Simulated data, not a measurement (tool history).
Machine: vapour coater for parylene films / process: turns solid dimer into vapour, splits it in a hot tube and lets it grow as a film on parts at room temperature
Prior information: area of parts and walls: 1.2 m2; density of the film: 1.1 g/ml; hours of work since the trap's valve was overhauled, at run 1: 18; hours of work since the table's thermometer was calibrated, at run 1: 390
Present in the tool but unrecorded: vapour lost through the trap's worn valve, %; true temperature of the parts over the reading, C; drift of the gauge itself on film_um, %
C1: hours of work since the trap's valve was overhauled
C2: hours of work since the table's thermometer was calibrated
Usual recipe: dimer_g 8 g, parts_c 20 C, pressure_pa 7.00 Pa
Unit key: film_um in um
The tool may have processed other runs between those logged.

Run 1, hour 0.0: usual settings; C1 18; C2 390. Result: film_um 2.70 um.
Run 2, hour 20.4: usual settings but parts_c 30 C; C1 36; C2 408. Result: film_um 1.62 um.
Run 3, hour 50.1: usual settings but parts_c 30 C; C1 63; C2 435. Result: film_um 1.61 um.
Run 4, hour 80.6: usual settings but parts_c 30 C; C1 90; C2 462. Result: film_um 1.61 um.
Run 5, hour 111.1: usual settings but parts_c 30 C; C1 117; C2 490. Result: film_um 1.54 um.
Run 6, hour 132.7: usual settings but parts_c 29 C; C1 137; C2 509. Result: film_um 1.59 um.
Run 7, hour 154.7: usual settings; C1 157; C2 529. Result: film_um 2.43 um.
Run 8, hour 171.1: usual settings; C1 171; C2 544. Result: film_um 2.43 um.
Run 9, hour 192.8: usual settings; C1 191; C2 563. Result: film_um 2.42 um.
At hour 218.5: trap's valve overhauled.
Run 10, hour 219.8: usual settings; C1 1; C2 584. Result: film_um 2.74 um.
Run 11, hour 246.4: usual settings; C1 25; C2 608. Result: film_um 2.67 um.
Run 12, hour 268.0: usual settings; C1 45; C2 627. Result: film_um 2.68 um.
Run 13, hour 292.0: usual settings; C1 66; C2 649. Result: film_um 2.61 um.
Run 14, hour 310.2: usual settings; C1 82; C2 665. Result: film_um 2.59 um.
Run 15, hour 334.7: usual settings; C1 104; C2 687. Result: film_um 2.58 um.
Run 16, hour 354.8: usual settings; C1 123; C2 705. Result: film_um 2.52 um.
Run 17, hour 370.4: usual settings but dimer_g 7 g; C1 137; C2 719. Result: film_um 2.15 um.
Run 18, hour 393.2: usual settings but dimer_g 7 g; C1 157; C2 740. Result: film_um 2.15 um.
Run 19, hour 422.2: usual settings but dimer_g 7 g, pressure_pa 11.93 Pa; C1 183; C2 766. Result: film_um 2.02 um.
Run 20, hour 438.9: usual settings but dimer_g 7 g, pressure_pa 11.93 Pa; C1 198; C2 781. Result: film_um 2.02 um.
At hour 456.5: trap's valve overhauled.
Run 21, hour 456.5: usual settings but dimer_g 7 g, pressure_pa 11.93 Pa; C1 0; C2 793. Result: film_um 2.26 um.
Run 22, hour 476.2: usual settings but dimer_g 5 g, parts_c 21 C, pressure_pa 7.41 Pa; C1 18; C2 811. Result: film_um 1.59 um.
Run 23, hour 502.8: usual settings but dimer_g 3 g, parts_c 13 C, pressure_pa 3.01 Pa; C1 42; C2 835. Result: film_um 1.46 um.
Run 24, hour 519.0: usual settings but dimer_g 5 g, parts_c 25 C, pressure_pa 3.01 Pa; C1 56; C2 849. Result: film_um 1.34 um.
Run 25, hour 549.5: usual settings but dimer_g 7 g, parts_c 22 C, pressure_pa 2.32 Pa; C1 84; C2 877. Result: film_um 2.18 um.
Run 26, hour 564.5: usual settings but dimer_g 5 g, parts_c 15 C; C1 97; C2 890. Result: film_um 2.03 um.
Run 27, hour 588.7: usual settings but dimer_g 5 g, parts_c 15 C; C1 119; C2 912. Result: film_um 2.03 um.
Run 28, hour 608.2: usual settings but dimer_g 4 g, parts_c 15 C; C1 136; C2 929. Result: film_um 1.62 um.

A few steps of film_um between consecutive runs. Split each: what settings, incoming material and random variation would produce without the hidden state, and what is left over for the hidden state, along with gauge scatter present in only one of the two compared results (measured, and without hidden state):
Run 1 -> 2: parts_c 20 -> 30. film_um -1.08 um: hidden state +0.00, all else -1.08.
Run 6 -> 7: parts_c 29 -> 20. film_um +0.84 um: hidden state -0.12, all else +0.96.
Run 9 -> 10: trap's valve overhauled. film_um +0.32 um: hidden state +0.32, all else +0.00.
Run 20 -> 21: trap's valve overhauled. film_um +0.24 um: hidden state +0.30, all else -0.06.

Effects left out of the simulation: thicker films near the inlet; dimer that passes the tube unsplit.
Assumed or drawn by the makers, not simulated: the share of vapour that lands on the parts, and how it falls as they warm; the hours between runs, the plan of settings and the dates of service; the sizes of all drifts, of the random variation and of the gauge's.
